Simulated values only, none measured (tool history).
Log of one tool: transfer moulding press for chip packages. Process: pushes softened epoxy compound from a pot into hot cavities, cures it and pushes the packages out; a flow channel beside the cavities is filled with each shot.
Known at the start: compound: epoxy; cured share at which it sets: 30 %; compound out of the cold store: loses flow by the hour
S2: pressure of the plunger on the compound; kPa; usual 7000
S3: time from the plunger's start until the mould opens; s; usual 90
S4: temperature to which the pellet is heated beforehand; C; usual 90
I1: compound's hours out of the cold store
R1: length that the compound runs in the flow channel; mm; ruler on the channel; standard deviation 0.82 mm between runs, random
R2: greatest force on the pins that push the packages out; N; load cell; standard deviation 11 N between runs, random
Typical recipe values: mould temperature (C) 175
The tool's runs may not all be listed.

Run 1, hour 0.0: usual settings; I1 15.3. Result: R1 638.7 mm, R2 545 N.
At hour 7.3: cavities cleaned with cleaning compound and waxed.
Run 2, hour 30.9: usual settings but S3 101 s; I1 11.9. Result: R1 654.6 mm, R2 481 N.
Run 3, hour 51.0: usual settings but S4 100 C; I1 33.4. Result: R1 572.4 mm, R2 510 N.
Run 4, hour 88.1: usual settings; I1 47.9. Result: R1 526.7 mm, R2 492 N.
Run 5, hour 106.5: usual settings but S3 94 s; I1 33.6. Result: R1 572.3 mm, R2 508 N.
At hour 124.2: mould's thermocouples calibrated.
At hour 127.8: cavities cleaned with cleaning compound and waxed.
Run 6, hour 131.0: usual settings but S3 94 s; I1 20.5. Result: R1 618.0 mm, R2 525 N.
Run 7, hour 170.3: usual settings but S3 94 s; I1 29.8. Result: R1 585.8 mm, R2 479 N.
Run 8, hour 189.9: usual settings but S2 7830 kPa; I1 21.3. Result: R1 652.5 mm, R2 530 N.
At hour 203.4: plunger's sealing rings changed.
Run 9, hour 222.0: usual settings; I1 27.4. Result: R1 593.9 mm, R2 499 N.
Run 10, hour 239.8: usual settings; I1 36.5. Result: R1 562.9 mm, R2 513 N.
At hour 250.0: cavities cleaned with cleaning compound and waxed.
Run 11, hour 275.5: usual settings; I1 33.0. Result: R1 575.0 mm, R2 502 N.
Run 12, hour 301.1: usual settings; I1 35.1. Result: R1 567.6 mm, R2 520 N.
Run 13, hour 337.0: usual settings but S3 76 s; I1 47.2. Result: R1 528.4 mm, R2 626 N.
At hour 368.3: cavities cleaned with cleaning compound and waxed.
Run 14, hour 370.9: usual settings but S3 76 s; I1 26.9. Result: R1 594.6 mm, R2 662 N.
Run 15, hour 408.1: usual settings but S3 76 s; I1 12.2. Result: R1 652.5 mm, R2 703 N.
Run 16, hour 447.3: usual settings but S3 76 s; I1 39.0. Result: R1 555.5 mm, R2 637 N.
Run 17, hour 470.0: usual settings but S2 6820 kPa, S3 72 s; I1 29.8. Result: R1 578.1 mm, R2 701 N.
At hour 487.4: plunger's sealing rings changed.
At hour 488.9: cavities cleaned with cleaning compound and waxed.
Run 18, hour 495.4: usual settings but S2 8530 kPa, S3 72 s; I1 21.3. Result: R1 680.8 mm, R2 727 N.
Run 19, hour 515.7: usual settings but mould temperature (C) 180, S2 6970 kPa, S3 93 s, S4 82 C; I1 25.0. Result: R1 586.8 mm, R2 443 N.
Run 20, hour 553.5: usual settings but mould temperature (C) 180, S2 6970 kPa, S3 93 s, S4 82 C; I1 35.0. Result: R1 553.7 mm, R2 464 N.
Run 21, hour 588.6: usual settings but mould temperature (C) 178, S2 6030 kPa, S3 111 s, S4 87 C; I1 31.9. Result: R1 528.0 mm, R2 447 N.
At hour 606.8: cavities cleaned with cleaning compound and waxed.
Run 22, hour 628.5: usual settings but mould temperature (C) 178, S2 6030 kPa, S3 111 s, S4 87 C; I1 12.5. Result: R1 594.7 mm, R2 432 N.
Run 23, hour 661.3: usual settings but mould temperature (C) 182, S3 73 s; I1 17.4. Result: R1 606.2 mm, R2 518 N.
Run 24, hour 689.4: usual settings but mould temperature (C) 177, S2 7960 kPa, S3 79 s, S4 83 C; I1 31.1. Result: R1 613.4 mm, R2 543 N.
Run 25, hour 709.9: usual settings but mould temperature (C) 177, S2 7960 kPa, S3 79 s, S4 83 C; I1 34.1. Result: R1 602.2 mm, R2 562 N.
At hour 725.7: cavities cleaned with cleaning compound and waxed.
Run 26, hour 745.6: usual settings but mould temperature (C) 169, S2 7960 kPa, S3 86 s, S4 83 C; I1 16.0. Result: R1 704.8 mm, R2 837 N.
Run 27, hour 766.5: usual settings but mould temperature (C) 169, S2 8370 kPa, S3 86 s, S4 83 C; I1 11.8. Result: R1 742.5 mm, R2 898 N.

Consider 3 possible next runs. They are alternatives, not a sequence: every one starts from the tool as it was left by run 27. What does each give?
At hour 774.3: plunger's sealing rings changed.
Run A, hour 791.3: usual settings but mould temperature (C) 183, S2 5950 kPa, S3 86 s, S4 95 C; I1 42.8. Result: R1 ?, R2 ?.
At hour 774.3: plunger's sealing rings changed.
Run B, hour 791.3: usual settings but mould temperature (C) 169, S2 8370 kPa, S3 86 s, S4 84 C; I1 17.2. Result: R1 ?, R2 ?.
At hour 774.3: plunger's sealing rings changed.
Run C, hour 791.3: usual settings but S3 118 s; I1 20.2. Result: R1 ?, R2 ?.

run     R1   R2
  A  479.6  471
  B  719.2  896
  C  622.7  454
What these runs would have given with no unlogged condition in the tool:
run     R1   R2
  A  479.7  465
  B  719.3  886
  C  622.8  449
